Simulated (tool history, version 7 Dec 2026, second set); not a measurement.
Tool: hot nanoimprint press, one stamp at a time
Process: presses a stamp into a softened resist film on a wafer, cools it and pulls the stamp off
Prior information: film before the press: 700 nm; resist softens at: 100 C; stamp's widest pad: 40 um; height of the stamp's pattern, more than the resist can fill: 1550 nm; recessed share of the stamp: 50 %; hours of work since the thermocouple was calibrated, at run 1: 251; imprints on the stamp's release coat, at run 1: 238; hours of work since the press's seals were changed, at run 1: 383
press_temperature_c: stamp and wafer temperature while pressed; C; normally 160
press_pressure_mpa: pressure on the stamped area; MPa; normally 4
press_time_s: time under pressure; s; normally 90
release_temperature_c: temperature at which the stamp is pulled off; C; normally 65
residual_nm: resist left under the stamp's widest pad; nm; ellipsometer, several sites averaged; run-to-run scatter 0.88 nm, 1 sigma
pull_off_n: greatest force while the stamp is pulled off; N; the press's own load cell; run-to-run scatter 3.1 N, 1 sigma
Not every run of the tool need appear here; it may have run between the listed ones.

| run | hour | press_temperature_c | press_pressure_mpa | press_time_s | release_temperature_c | hours of work since the thermocouple was calibrated | imprints on the stamp's release coat | hours of work since the press's seals were changed | residual_nm | pull_off_n |
|---|---|---|---|---|---|---|---|---|---|---|
| 1 | 0 | 160 | 4 | 90 | 65 | 251 | 238 | 383 | 257.4 | 240 |
| 2 | 16.1 | 160 | 4 | 90 | 65 | 261 | 316 | 393 | 258 | 244 |
| 3 | 36.5 | 160 | 4 | 90 | 65 | 274 | 415 | 406 | 259.2 | 250 |
| 4 | 56.8 | 160 | 4 | 90 | 65 | 287 | 513 | 419 | 257.5 | 252 |
| 5 | 82.6 | 160 | 4 | 90 | 65 | 303 | 638 | 435 | 261.2 | 248 |
| 6 | 103.7 | 160 | 4 | 90 | 73 | 316 | 740 | 448 | 261 | 220 |
| 7 | 120.1 | 160 | 4 | 90 | 65 | 326 | 819 | 458 | 260.7 | 265 |
|  | 131.9 | plate thermocouple calibrated |
| 8 | 143.6 | 160 | 4 | 90 | 66 | 7 | 919 | 471 | 251.1 | 254 |
| 9 | 165.5 | 160 | 4 | 90 | 66 | 21 | 1024 | 485 | 250.2 | 253 |
| 10 | 185.2 | 160 | 4 | 90 | 66 | 33 | 1120 | 497 | 251.7 | 262 |
| 11 | 213.4 | 160 | 4 | 90 | 66 | 51 | 1256 | 515 | 254.2 | 268 |
| 12 | 234 | 160 | 4 | 90 | 66 | 64 | 1355 | 528 | 254.7 | 258 |
| 13 | 252.4 | 160 | 4 | 90 | 66 | 75 | 1445 | 539 | 253.8 | 267 |
| 14 | 277.5 | 160 | 4 | 90 | 66 | 91 | 1566 | 555 | 254 | 269 |
| 15 | 301.8 | 160 | 4 | 90 | 66 | 106 | 1683 | 570 | 255.1 | 272 |
| 16 | 334.7 | 160 | 4 | 90 | 66 | 127 | 1843 | 591 | 257.2 | 280 |
| 17 | 356.1 | 159 | 2.91 | 105 | 56 | 140 | 1946 | 604 | 297.6 | 338 |
| 18 | 389.5 | 161 | 3.4 | 97 | 71 | 161 | 2108 | 625 | 261.9 | 258 |
| 19 | 420 | 161 | 3.52 | 97 | 63 | 180 | 2255 | 644 | 257.4 | 309 |
|  | 449.6 | stamp cleaned and given a new release coat |
| 20 | 456.7 | 161 | 3.52 | 97 | 63 | 199 | 34 | 663 | 259.9 | 248 |
| 21 | 474.9 | 161 | 3.52 | 97 | 63 | 211 | 123 | 674 | 259.2 | 244 |
| 22 | 503.7 | 161 | 6.37 | 97 | 63 | 229 | 262 | 692 | 190.6 | 253 |
| 23 | 527.2 | 160 | 5.99 | 90 | 65 | 243 | 376 | 707 | 210.9 | 240 |
| 24 | 551.6 | 160 | 5.99 | 90 | 65 | 259 | 494 | 722 | 209.6 | 247 |
| 25 | 565.5 | 164 | 2.42 | 135 | 54 | 267 | 561 | 731 | 252.4 | 314 |
| 26 | 585.3 | 164 | 2.42 | 135 | 54 | 280 | 657 | 743 | 252.8 | 310 |
| 27 | 615.7 | 167 | 2.42 | 51 | 54 | 299 | 804 | 762 | 321.7 | 315 |
| 28 | 637.7 | 160 | 4 | 58 | 65 | 313 | 910 | 776 | 307.2 | 260 |
| 29 | 667.9 | 161 | 4 | 130 | 61 | 331 | 1056 | 795 | 222.5 | 283 |
|  | 673.8 | plate thermocouple calibrated |
| 30 | 693.6 | 161 | 4 | 130 | 61 | 12 | 1166 | 809 | 216.5 | 288 |

3 ways to go on from here, each from the tool as it stands after run 30. What would each give?
| A | 710.9 | 161 | 4 | 45 | 61 | 23 | 1250 | 820 | ? | ? |
| B | 710.9 | 161 | 4 | 170 | 69 | 23 | 1250 | 820 | ? | ? |
| C | 710.9 | 161 | 2.73 | 46 | 65 | 23 | 1250 | 820 | ? | ? |

| run | residual_nm | pull_off_n |
|---|---|---|
| A | 320 | 295 |
| B | 197.1 | 243 |
| C | 378.7 | 267 |
Without the tool's hidden state the same runs would have given:
| run | residual_nm | pull_off_n |
|---|---|---|
| A | 306.9 | 257 |
| B | 188.2 | 212 |
| C | 367.9 | 232 |
